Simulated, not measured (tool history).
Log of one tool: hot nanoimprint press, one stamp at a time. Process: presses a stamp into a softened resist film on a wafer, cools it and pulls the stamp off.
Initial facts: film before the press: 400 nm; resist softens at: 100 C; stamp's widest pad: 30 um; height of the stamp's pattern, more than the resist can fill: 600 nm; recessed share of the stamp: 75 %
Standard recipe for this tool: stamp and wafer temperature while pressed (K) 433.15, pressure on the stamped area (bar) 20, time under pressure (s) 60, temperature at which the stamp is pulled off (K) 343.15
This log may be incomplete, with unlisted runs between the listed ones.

run,day,stamp and wafer temperature while pressed (K),pressure on the stamped area (bar),time under pressure (s),temperature at which the stamp is pulled off (K),resist left under the stamp's widest pad (angstrom),greatest force while the stamp is pulled off (N)
1,0,433.15,20,60,343.15,2259,173
2,0.696,436.15,20,60,343.15,2070,174
3,1.096,436.15,28.4,60,343.15,1702,174
4,1.842,433.15,20,60,334.15,2267,215
5,2.346,433.15,20,60,334.15,2264,210
6,3.079,433.15,20,60,334.15,2287,207
7,3.562,433.15,20,76,334.15,2125,208
8,4.408,433.15,20,76,334.15,2104,218
9,5.204,435.15,20,60,343.15,2167,174
10,5.796,435.15,20,47,343.15,2281,179
11,6.188,435.15,20,47,343.15,2298,174
12,6.65,435.15,20,47,343.15,2290,173
13,7.267,435.15,20,47,343.15,2297,172
14,7.817,435.15,20,54,343.15,2210,174
15,8.188,435.15,20,54,343.15,2236,183
# day 8.712: stamp cleaned and given a new release coat
16,8.929,441.15,21.5,62,338.15,1713,195
17,9.458,441.15,21.5,62,338.15,1704,194
18,10.35,441.15,21.5,62,338.15,1717,192
19,10.896,441.15,22.2,86,338.15,1515,194
20,11.725,425.15,18.1,60,343.15,2969,175
21,12.371,426.15,20,60,336.15,2780,204
22,13.221,429.15,20.4,117,330.15,2090,242
23,13.808,430.15,20.3,117,340.15,2035,186
# day 14.288: plate thermocouple calibrated
24,14.696,440.15,29.6,63,343.15,1463,172
25,15.1,429.15,12,106,336.15,2773,205
26,15.675,429.15,30.2,62,329.15,2059,241
27,16.446,429.15,30.2,62,329.15,2047,231
28,16.929,443.15,18.4,60,343.15,1774,173
29,17.379,443.15,18.4,60,343.15,1786,171
30,18.188,426.15,22.9,39,331.15,2910,220

Below are 3 alternative next runs, each starting from the tool's condition after run 30. Predict each:
A,18.612,436.15,27.9,79,343.15,?,?
B,18.612,431.15,29.2,60,328.15,?,?
C,18.612,433.15,20,60,345.15,?,?

run,resist left under the stamp's widest pad (angstrom),greatest force while the stamp is pulled off (N)
A,1593,172
B,1976,250
C,2264,160
Had the tool no hidden state, the same runs would have come out as:
run,resist left under the stamp's widest pad (angstrom),greatest force while the stamp is pulled off (N)
A,1591,170
B,1974,249
C,2262,159
